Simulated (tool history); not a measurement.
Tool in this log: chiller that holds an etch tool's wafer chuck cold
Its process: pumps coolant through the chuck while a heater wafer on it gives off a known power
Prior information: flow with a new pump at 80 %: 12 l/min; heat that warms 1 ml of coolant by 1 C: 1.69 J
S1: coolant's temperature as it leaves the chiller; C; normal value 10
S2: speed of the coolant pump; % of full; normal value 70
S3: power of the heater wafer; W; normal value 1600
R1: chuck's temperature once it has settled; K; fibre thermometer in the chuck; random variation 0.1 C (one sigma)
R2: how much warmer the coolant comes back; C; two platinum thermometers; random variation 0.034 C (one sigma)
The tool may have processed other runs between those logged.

run 1 day=0.000 | S1=10 S2=70 S3=1600 | R1=298.45 R2=5.56
run 2 day=1.308 | S1=10 S2=70 S3=1600 | R1=298.55 R2=5.43
run 3 day=3.788 | S1=10 S2=70 S3=1600 | R1=298.55 R2=5.49
run 4 day=6.358 | S1=10 S2=70 S3=2121 | R1=303.35 R2=7.24
run 5 day=8.038 | S1=10 S2=70 S3=2121 | R1=303.65 R2=7.23
run 6 day=10.629 | S1=10 S2=70 S3=2121 | R1=303.45 R2=7.15
run 7 day=12.908 | S1=10 S2=70 S3=2121 | R1=303.35 R2=7.25
run 8 day=15.471 | S1=10 S2=70 S3=1184 | R1=294.45 R2=3.94
run 9 day=17.408 | S1=20 S2=70 S3=1184 | R1=304.45 R2=3.91
run 10 day=19.892 | S1=20 S2=70 S3=1184 | R1=304.45 R2=3.88
run 11 day=21.942 | S1=12 S2=70 S3=1600 | R1=300.45 R2=5.32
run 12 day=24.096 | S1=12 S2=70 S3=1600 | R1=300.55 R2=5.24
run 13 day=26.779 | S1=10 S2=80 S3=1600 | R1=296.45 R2=4.53
run 14 day=28.133 | S1=19 S2=80 S3=1600 | R1=305.55 R2=4.51
run 15 day=30.912 | S1=10 S2=83 S3=1600 | R1=295.85 R2=4.23
run 16 day=33.425 | S1=10 S2=70 S3=1600 | R1=298.35 R2=5.24
run 17 day=34.788 | S1=14 S2=70 S3=1068 | R1=297.25 R2=3.38
run 18 day=37.475 | S1=10 S2=89 S3=1066 | R1=291.25 R2=2.45
run 19 day=39.104 | S1=18 S2=81 S3=2379 | R1=310.95 R2=6.58
run 20 day=41.167 | S1=18 S2=81 S3=2379 | R1=310.85 R2=6.50
run 21 day=43.292 | S1=18 S2=81 S3=2379 | R1=310.65 R2=6.53
run 22 day=45.567 | S1=18 S2=81 S3=2379 | R1=310.85 R2=6.59
run 23 day=46.725 | S1=19 S2=81 S3=2379 | R1=311.85 R2=6.49
run 24 day=48.771 | S1=19 S2=70 S3=1094 | R1=302.55 R2=3.35
-- day=50.625 gauge calibrated
run 25 day=51.288 | S1=19 S2=70 S3=1094 | R1=302.65 R2=3.81
run 26 day=52.796 | S1=19 S2=70 S3=1094 | R1=302.65 R2=3.78
run 27 day=54.175 | S1=13 S2=100 S3=1516 | R1=296.45 R2=3.45
run 28 day=55.421 | S1=12 S2=77 S3=1778 | R1=300.65 R2=5.38
run 29 day=57.929 | S1=12 S2=70 S3=1149 | R1=296.05 R2=3.93
run 30 day=60.708 | S1=15 S2=67 S3=2046 | R1=308.55 R2=7.34
run 31 day=63.271 | S1=15 S2=67 S3=2046 | R1=308.65 R2=7.25

For some of the steps in R2 from one run to the next: how much would appear even if the tool had no hidden state, given the settings, what came in and random variation, and how much remains for the hidden state plus any gauge scatter that the measured result and the result without hidden state don't share?
The tool's hidden condition here consists of: heat passed by the chuck's channels, % of clean ones'; flow at a given pump speed, % of a new pump's; coolant's true temperature over the reading, C; drift of the gauge itself on chuck_c, C; drift of the gauge itself on warmer_back_c, C.
Run 4 -> 5: no setting changed, nothing entered. R2 -0.01 C: hidden state -0.03, all else +0.02.
Run 6 -> 7: no setting changed, nothing entered. R2 +0.10 C: hidden state -0.03, all else +0.13.
Run 7 -> 8: S3 2121 -> 1184. R2 -3.31 C: hidden state -0.02, all else -3.29.
Run 18 -> 19: S1 10 -> 18, S2 89 -> 81, S3 1066 -> 2379. R2 +4.13 C: hidden state -0.01, all else +4.14.
Run 24 -> 25: gauge calibrated. R2 +0.46 C: hidden state +0.43, all else +0.03.
Run 29 -> 30: S1 12 -> 15, S2 70 -> 67, S3 1149 -> 2046. R2 +3.41 C: hidden state -0.03, all else +3.44.
